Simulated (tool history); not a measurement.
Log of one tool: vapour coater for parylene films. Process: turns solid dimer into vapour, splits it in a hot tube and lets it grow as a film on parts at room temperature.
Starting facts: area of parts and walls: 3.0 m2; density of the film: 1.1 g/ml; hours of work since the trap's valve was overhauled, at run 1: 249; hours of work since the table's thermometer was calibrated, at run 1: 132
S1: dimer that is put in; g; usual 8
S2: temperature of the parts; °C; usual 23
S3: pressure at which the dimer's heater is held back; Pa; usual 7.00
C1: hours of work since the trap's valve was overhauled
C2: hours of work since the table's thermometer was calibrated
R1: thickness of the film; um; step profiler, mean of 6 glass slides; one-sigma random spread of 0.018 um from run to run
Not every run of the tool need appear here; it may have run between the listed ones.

run 1 day=0.000 | S1=8 S2=23 S3=7.00 | C1=249 C2=132 | R1=1.28
run 2 day=0.771 | S1=8 S2=23 S3=7.00 | C1=265 C2=148 | R1=1.26
run 3 day=1.088 | S1=8 S2=21 S3=7.00 | C1=272 C2=154 | R1=1.42
-- day=1.629 trap's valve overhauled
run 4 day=1.908 | S1=8 S2=23 S3=7.00 | C1=6 C2=168 | R1=1.20
run 5 day=2.521 | S1=8 S2=23 S3=7.00 | C1=19 C2=181 | R1=1.22
run 6 day=2.908 | S1=8 S2=23 S3=7.00 | C1=27 C2=189 | R1=1.25
run 7 day=3.679 | S1=8 S2=26 S3=7.00 | C1=43 C2=205 | R1=1.08
run 8 day=4.321 | S1=8 S2=26 S3=7.00 | C1=56 C2=219 | R1=1.06
run 9 day=4.971 | S1=8 S2=23 S3=7.00 | C1=70 C2=232 | R1=1.16
run 10 day=5.571 | S1=8 S2=23 S3=11.99 | C1=83 C2=245 | R1=1.09
-- day=5.954 trap's valve overhauled, once more
run 11 day=6.325 | S1=8 S2=23 S3=11.99 | C1=8 C2=257 | R1=1.36
run 12 day=6.862 | S1=8 S2=23 S3=11.99 | C1=19 C2=269 | R1=1.37
run 13 day=7.517 | S1=8 S2=32 S3=7.00 | C1=33 C2=282 | R1=0.95
run 14 day=7.908 | S1=8 S2=32 S3=7.00 | C1=41 C2=290 | R1=0.96
run 15 day=8.650 | S1=5 S2=23 S3=7.00 | C1=56 C2=306 | R1=0.87
run 16 day=9.062 | S1=5 S2=23 S3=7.00 | C1=65 C2=315 | R1=0.85
run 17 day=9.446 | S1=8 S2=22 S3=7.00 | C1=73 C2=323 | R1=1.46
run 18 day=9.833 | S1=8 S2=22 S3=7.00 | C1=81 C2=331 | R1=1.46
run 19 day=10.512 | S1=8 S2=22 S3=7.00 | C1=95 C2=345 | R1=1.44
run 20 day=11.142 | S1=8 S2=22 S3=7.00 | C1=109 C2=358 | R1=1.43
run 21 day=11.562 | S1=7 S2=22 S3=9.15 | C1=117 C2=367 | R1=1.19
run 22 day=11.971 | S1=7 S2=16 S3=9.15 | C1=126 C2=376 | R1=1.56
run 23 day=12.575 | S1=3 S2=19 S3=4.10 | C1=139 C2=388 | R1=0.62
run 24 day=12.950 | S1=8 S2=22 S3=7.00 | C1=147 C2=396 | R1=1.40
run 25 day=13.612 | S1=13 S2=20 S3=5.80 | C1=161 C2=410 | R1=2.51
run 26 day=14.367 | S1=13 S2=20 S3=5.80 | C1=176 C2=426 | R1=2.47
run 27 day=14.812 | S1=8 S2=23 S3=10.92 | C1=186 C2=435 | R1=1.24
run 28 day=15.467 | S1=8 S2=23 S3=10.92 | C1=199 C2=449 | R1=1.24
run 29 day=16.196 | S1=6 S2=23 S3=2.51 | C1=215 C2=464 | R1=1.09
run 30 day=16.679 | S1=9 S2=28 S3=2.51 | C1=225 C2=474 | R1=1.26
run 31 day=17.242 | S1=9 S2=28 S3=2.51 | C1=237 C2=486 | R1=1.29
run 32 day=17.633 | S1=14 S2=20 S3=4.86 | C1=245 C2=494 | R1=2.63
run 33 day=18.304 | S1=8 S2=23 S3=4.86 | C1=259 C2=508 | R1=1.29
run 34 day=18.838 | S1=11 S2=33 S3=7.00 | C1=270 C2=519 | R1=1.11
-- day=19.462 trap's valve overhauled
run 35 day=19.738 | S1=11 S2=33 S3=7.00 | C1=6 C2=535 | R1=1.24
run 36 day=20.508 | S1=11 S2=21 S3=5.18 | C1=22 C2=551 | R1=2.19
run 37 day=21.046 | S1=4 S2=21 S3=5.18 | C1=33 C2=562 | R1=0.80
run 38 day=21.742 | S1=9 S2=23 S3=5.63 | C1=48 C2=577 | R1=1.57
run 39 day=22.492 | S1=7 S2=23 S3=2.23 | C1=63 C2=593 | R1=1.36
run 40 day=23.083 | S1=5 S2=29 S3=5.06 | C1=76 C2=605 | R1=0.69

What if the next run were any one of these 5? Each begins from the tool's condition after run 40:
run A day=23.600 | S1=5 S2=29 S3=2.15 | C1=87 C2=616 | R1=?
run B day=23.600 | S1=5 S2=22 S3=5.06 | C1=87 C2=616 | R1=?
run C day=23.600 | S1=10 S2=21 S3=4.11 | C1=87 C2=616 | R1=?
run D day=23.600 | S1=4 S2=30 S3=7.00 | C1=87 C2=616 | R1=?
run E day=23.600 | S1=3 S2=21 S3=5.99 | C1=87 C2=616 | R1=?

run=A R1=0.75
run=B R1=0.91
run=C R1=1.98
run=D R1=0.50
run=E R1=0.55
The same runs, with their run-to-run variation unchanged, on a tool lacking any hidden condition would have given:
run=A R1=0.81
run=B R1=0.99
run=C R1=2.14
run=D R1=0.54
run=E R1=0.59
